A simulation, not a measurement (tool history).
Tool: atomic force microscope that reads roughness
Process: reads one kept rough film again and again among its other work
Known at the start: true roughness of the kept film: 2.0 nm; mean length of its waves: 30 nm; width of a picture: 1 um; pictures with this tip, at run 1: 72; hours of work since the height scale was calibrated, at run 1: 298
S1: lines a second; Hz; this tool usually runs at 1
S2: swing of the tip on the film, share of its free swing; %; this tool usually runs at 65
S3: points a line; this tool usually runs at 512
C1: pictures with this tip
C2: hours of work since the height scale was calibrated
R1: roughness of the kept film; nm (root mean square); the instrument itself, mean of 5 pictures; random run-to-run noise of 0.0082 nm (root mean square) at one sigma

| run | hour | S1 | S2 | S3 | C1 | C2 | R1 |
|---|---|---|---|---|---|---|---|
| 1 | 0 | 1 | 65 | 512 | 72 | 298 | 1.695 |
| 2 | 37.7 | 1 | 65 | 512 | 153 | 321 | 1.605 |
|  | 90.1 | new tip fitted |
| 3 | 94 | 1 | 65 | 376 | 9 | 356 | 1.771 |
| 4 | 147.2 | 1 | 82 | 376 | 123 | 389 | 1.564 |
| 5 | 198 | 1 | 65 | 512 | 232 | 420 | 1.526 |
|  | 213.1 | new tip fitted |
| 6 | 255.7 | 1.84 | 65 | 512 | 92 | 455 | 1.641 |
| 7 | 307.8 | 1.84 | 65 | 512 | 204 | 488 | 1.53 |
|  | 338.9 | new tip fitted |
| 8 | 366 | 1.84 | 65 | 512 | 58 | 524 | 1.68 |
| 9 | 414.1 | 1.84 | 65 | 512 | 162 | 553 | 1.571 |
|  | 465.4 | new tip fitted |
| 10 | 467.5 | 1 | 65 | 512 | 4 | 586 | 1.772 |
| 11 | 497.6 | 1 | 65 | 512 | 69 | 605 | 1.706 |
| 12 | 537.4 | 1 | 65 | 512 | 154 | 630 | 1.61 |
| 13 | 582.9 | 1 | 65 | 512 | 252 | 658 | 1.486 |
|  | 590.5 | new tip fitted |
| 14 | 631.7 | 1 | 65 | 512 | 89 | 688 | 1.673 |
| 15 | 658.1 | 1 | 65 | 512 | 145 | 704 | 1.623 |
| 16 | 694 | 1.8 | 65 | 512 | 222 | 726 | 1.501 |
|  | 716.2 | new tip fitted |
| 17 | 752.2 | 1 | 65 | 512 | 77 | 762 | 1.711 |
| 18 | 791.7 | 1 | 65 | 512 | 162 | 787 | 1.608 |
| 19 | 835.8 | 1 | 65 | 512 | 257 | 814 | 1.518 |
|  | 841.3 | new tip fitted |
| 20 | 869.2 | 0.88 | 59 | 264 | 60 | 834 | 1.704 |
| 21 | 927.7 | 2.66 | 65 | 328 | 186 | 871 | 1.496 |
|  | 964.5 | new tip fitted |
| 22 | 985.9 | 0.59 | 58 | 374 | 46 | 906 | 1.77 |
| 23 | 1021.3 | 0.86 | 65 | 534 | 122 | 928 | 1.67 |
| 24 | 1045 | 0.86 | 65 | 534 | 173 | 943 | 1.628 |
|  | 1088.4 | new tip fitted |
| 25 | 1090.8 | 1 | 69 | 690 | 5 | 971 | 1.77 |
| 26 | 1148.3 | 1.59 | 56 | 277 | 128 | 1007 | 1.645 |
| 27 | 1181.3 | 1.59 | 56 | 277 | 199 | 1027 | 1.562 |
|  | 1216 | new tip fitted |
| 28 | 1240.3 | 1 | 82 | 512 | 52 | 1064 | 1.675 |
| 29 | 1283.4 | 1 | 82 | 512 | 144 | 1090 | 1.575 |
| 30 | 1318.2 | 1 | 82 | 512 | 219 | 1112 | 1.503 |
|  | 1341.8 | new tip fitted |
| 31 | 1367.7 | 1.43 | 65 | 540 | 56 | 1142 | 1.707 |
| 32 | 1393.8 | 3.73 | 83 | 512 | 112 | 1158 | 1.33 |
| 33 | 1445.1 | 2.89 | 65 | 512 | 222 | 1190 | 1.488 |
|  | 1465 | new tip fitted |
| 34 | 1479.2 | 0.56 | 65 | 552 | 30 | 1211 | 1.789 |

What will run 35 give?
| 35 | 1511.8 | 0.52 | 85 | 512 | 100 | 1231 | ? |

R1: 1.655 nm (root mean square)
On a tool with no hidden condition, and with the same random variation, this run would have come out at R1 1.756 nm (root mean square).
